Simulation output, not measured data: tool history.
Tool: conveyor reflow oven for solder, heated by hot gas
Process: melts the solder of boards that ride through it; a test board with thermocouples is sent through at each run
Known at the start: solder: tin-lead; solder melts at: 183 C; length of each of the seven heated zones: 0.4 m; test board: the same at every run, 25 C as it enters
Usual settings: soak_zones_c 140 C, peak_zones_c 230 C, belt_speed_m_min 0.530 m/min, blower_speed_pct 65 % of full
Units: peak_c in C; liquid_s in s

run 1 day=0.000 | soak_zones_c=140 peak_zones_c=230 belt_speed_m_min=0.530 blower_speed_pct=65 | peak_c=211.6 liquid_s=63.6
run 2 day=2.225 | soak_zones_c=140 peak_zones_c=230 belt_speed_m_min=0.530 blower_speed_pct=65 | peak_c=211.6 liquid_s=62.2
run 3 day=4.754 | soak_zones_c=140 peak_zones_c=230 belt_speed_m_min=0.530 blower_speed_pct=65 | peak_c=211.2 liquid_s=62.0
run 4 day=7.058 | soak_zones_c=140 peak_zones_c=230 belt_speed_m_min=0.530 blower_speed_pct=65 | peak_c=211.2 liquid_s=62.0
run 5 day=9.183 | soak_zones_c=140 peak_zones_c=230 belt_speed_m_min=0.445 blower_speed_pct=65 | peak_c=216.3 liquid_s=82.7
run 6 day=11.600 | soak_zones_c=140 peak_zones_c=230 belt_speed_m_min=0.445 blower_speed_pct=65 | peak_c=216.1 liquid_s=81.6
-- day=14.775 belt drive overhauled, speed set with a stopwatch
run 7 day=14.812 | soak_zones_c=140 peak_zones_c=230 belt_speed_m_min=0.445 blower_speed_pct=65 | peak_c=216.1 liquid_s=82.0
run 8 day=16.629 | soak_zones_c=140 peak_zones_c=230 belt_speed_m_min=0.445 blower_speed_pct=65 | peak_c=216.3 liquid_s=82.3
-- day=17.075 flux residue cleaned out of gas plates and filters
run 9 day=19.912 | soak_zones_c=140 peak_zones_c=230 belt_speed_m_min=0.445 blower_speed_pct=65 | peak_c=218.3 liquid_s=84.6
run 10 day=22.333 | soak_zones_c=140 peak_zones_c=230 belt_speed_m_min=0.445 blower_speed_pct=65 | peak_c=217.6 liquid_s=84.8
run 11 day=23.800 | soak_zones_c=149 peak_zones_c=240 belt_speed_m_min=0.596 blower_speed_pct=65 | peak_c=219.1 liquid_s=66.0
run 12 day=25.204 | soak_zones_c=127 peak_zones_c=232 belt_speed_m_min=0.596 blower_speed_pct=65 | peak_c=207.1 liquid_s=45.9
-- day=25.992 belt drive overhauled, speed set with a stopwatch, once more
run 13 day=28.267 | soak_zones_c=127 peak_zones_c=232 belt_speed_m_min=0.596 blower_speed_pct=65 | peak_c=206.4 liquid_s=43.7
run 14 day=29.558 | soak_zones_c=127 peak_zones_c=232 belt_speed_m_min=0.596 blower_speed_pct=65 | peak_c=205.9 liquid_s=43.5
run 15 day=31.008 | soak_zones_c=134 peak_zones_c=230 belt_speed_m_min=0.448 blower_speed_pct=65 | peak_c=216.4 liquid_s=77.8
run 16 day=32.804 | soak_zones_c=134 peak_zones_c=230 belt_speed_m_min=0.555 blower_speed_pct=65 | peak_c=208.7 liquid_s=52.9
run 17 day=35.342 | soak_zones_c=147 peak_zones_c=237 belt_speed_m_min=0.559 blower_speed_pct=74 | peak_c=219.4 liquid_s=69.4
run 18 day=38.071 | soak_zones_c=133 peak_zones_c=230 belt_speed_m_min=0.522 blower_speed_pct=55 | peak_c=206.3 liquid_s=53.3
-- day=39.392 thermocouples of zones 6 and 7 changed
run 19 day=41.217 | soak_zones_c=133 peak_zones_c=230 belt_speed_m_min=0.522 blower_speed_pct=55 | peak_c=205.1 liquid_s=50.9
-- day=41.821 flux residue cleaned out of gas plates and filters
run 20 day=44.408 | soak_zones_c=140 peak_zones_c=230 belt_speed_m_min=0.427 blower_speed_pct=70 | peak_c=219.1 liquid_s=90.3

Forecast each of these 5 alternatives for the next run:
run A day=47.046 | soak_zones_c=127 peak_zones_c=234 belt_speed_m_min=0.530 blower_speed_pct=67 | peak_c=? liquid_s=?
run B day=47.046 | soak_zones_c=154 peak_zones_c=230 belt_speed_m_min=0.530 blower_speed_pct=65 | peak_c=? liquid_s=?
run C day=47.046 | soak_zones_c=140 peak_zones_c=218 belt_speed_m_min=0.513 blower_speed_pct=65 | peak_c=? liquid_s=?
run D day=47.046 | soak_zones_c=126 peak_zones_c=244 belt_speed_m_min=0.532 blower_speed_pct=70 | peak_c=? liquid_s=?
run E day=47.046 | soak_zones_c=130 peak_zones_c=230 belt_speed_m_min=0.530 blower_speed_pct=65 | peak_c=? liquid_s=?

run=A peak_c=212.9 liquid_s=59.3
run=B peak_c=214.1 liquid_s=73.1
run=C peak_c=202.5 liquid_s=53.8
run=D peak_c=222.3 liquid_s=66.7
run=E peak_c=209.0 liquid_s=56.6
Without the tool's hidden state the same runs would have given:
run=A peak_c=213.4 liquid_s=59.4
run=B peak_c=214.4 liquid_s=72.9
run=C peak_c=202.8 liquid_s=54.0
run=D peak_c=222.8 liquid_s=66.6
run=E peak_c=209.4 liquid_s=56.7
